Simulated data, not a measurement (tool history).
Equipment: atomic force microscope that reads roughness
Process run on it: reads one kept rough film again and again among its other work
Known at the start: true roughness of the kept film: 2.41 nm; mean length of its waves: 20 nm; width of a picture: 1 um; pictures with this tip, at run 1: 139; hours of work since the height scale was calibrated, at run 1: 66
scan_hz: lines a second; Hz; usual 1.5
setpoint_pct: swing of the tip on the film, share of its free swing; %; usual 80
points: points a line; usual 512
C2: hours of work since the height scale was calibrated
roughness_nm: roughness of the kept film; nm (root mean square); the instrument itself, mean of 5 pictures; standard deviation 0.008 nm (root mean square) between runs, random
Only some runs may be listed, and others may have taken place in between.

Run 1, day 0: usual settings; pictures with this tip 139; C2 66. Result: roughness_nm 1.204 nm (root mean square).
Run 2, day 0.279: usual settings; pictures with this tip 149; C2 69. Result: roughness_nm 1.172 nm (root mean square).
Run 3, day 0.642: usual settings; pictures with this tip 161; C2 73. Result: roughness_nm 1.159 nm (root mean square).
Run 4, day 0.892: usual settings; pictures with this tip 169; C2 76. Result: roughness_nm 1.131 nm (root mean square).
Run 5, day 1.125: usual settings; pictures with this tip 177; C2 78. Result: roughness_nm 1.106 nm (root mean square).
At day 1.496: new tip fitted.
Run 6, day 1.504: usual settings; pictures with this tip 0; C2 82. Result: roughness_nm 1.728 nm (root mean square).
Run 7, day 1.892: usual settings but points 606; pictures with this tip 13; C2 86. Result: roughness_nm 1.663 nm (root mean square).
Run 8, day 2.133: usual settings but setpoint_pct 86 %; pictures with this tip 22; C2 89. Result: roughness_nm 1.553 nm (root mean square).
Run 9, day 2.367: usual settings but setpoint_pct 86 %; pictures with this tip 29; C2 91. Result: roughness_nm 1.522 nm (root mean square).
Run 10, day 2.592: usual settings but setpoint_pct 86 %; pictures with this tip 37; C2 93. Result: roughness_nm 1.506 nm (root mean square).
At day 2.671: height scale calibrated on a step standard.
Run 11, day 2.867: usual settings but setpoint_pct 86 %; pictures with this tip 45; C2 2. Result: roughness_nm 1.465 nm (root mean square).
Run 12, day 3.217: usual settings but setpoint_pct 86 %, points 381; pictures with this tip 57; C2 6. Result: roughness_nm 1.412 nm (root mean square).
Run 13, day 3.55: usual settings but scan_hz 3.36 Hz, setpoint_pct 60 %, points 419; pictures with this tip 68; C2 9. Result: roughness_nm 1.451 nm (root mean square).
Run 14, day 3.929: usual settings but scan_hz 3.36 Hz, setpoint_pct 78 %, points 365; pictures with this tip 81; C2 13. Result: roughness_nm 1.245 nm (root mean square).
Run 15, day 4.246: usual settings but scan_hz 0.87 Hz, setpoint_pct 78 %, points 365; pictures with this tip 92; C2 17. Result: roughness_nm 1.41 nm (root mean square).
Run 16, day 4.608: usual settings but scan_hz 0.87 Hz, setpoint_pct 78 %, points 365; pictures with this tip 104; C2 21. Result: roughness_nm 1.361 nm (root mean square).
At day 4.833: height scale calibrated on a step standard, once more.
Run 17, day 4.933: usual settings but scan_hz 0.87 Hz, setpoint_pct 86 %, points 365; pictures with this tip 113; C2 1. Result: roughness_nm 1.304 nm (root mean square).
Run 18, day 5.325: usual settings but setpoint_pct 81 %, points 286; pictures with this tip 126; C2 5. Result: roughness_nm 1.222 nm (root mean square).
Run 19, day 5.683: usual settings but setpoint_pct 81 %, points 286; pictures with this tip 139; C2 9. Result: roughness_nm 1.182 nm (root mean square).
Run 20, day 5.967: usual settings but setpoint_pct 81 %, points 286; pictures with this tip 148; C2 12. Result: roughness_nm 1.173 nm (root mean square).
Run 21, day 6.346: usual settings but setpoint_pct 59 %; pictures with this tip 161; C2 16. Result: roughness_nm 1.255 nm (root mean square).

Here are 5 independent what-if runs from the current tool condition. What would each one return?
Run A, day 6.6: usual settings but scan_hz 0.67 Hz, setpoint_pct 70 %, points 539; pictures with this tip 170; C2 19. Result: roughness_nm ?.
Run B, day 6.6: usual settings but setpoint_pct 59 %, points 274; pictures with this tip 170; C2 19. Result: roughness_nm ?.
Run C, day 6.6: usual settings but scan_hz 1.04 Hz, setpoint_pct 84 %, points 277; pictures with this tip 170; C2 19. Result: roughness_nm ?.
Run D, day 6.6: usual settings but scan_hz 3.32 Hz, setpoint_pct 59 %; pictures with this tip 170; C2 19. Result: roughness_nm ?.
Run E, day 6.6: usual settings but scan_hz 1.51 Hz, setpoint_pct 73 %; pictures with this tip 170; C2 19. Result: roughness_nm ?.

run  roughness_nm
  A         1.235
  B         1.198
  C         1.137
  D         1.189
  E         1.189
With the hidden condition removed and each run's random variation left untouched, the same runs would have given:
run  roughness_nm
  A          1.87
  B         1.812
  C         1.718
  D         1.798
  E         1.798
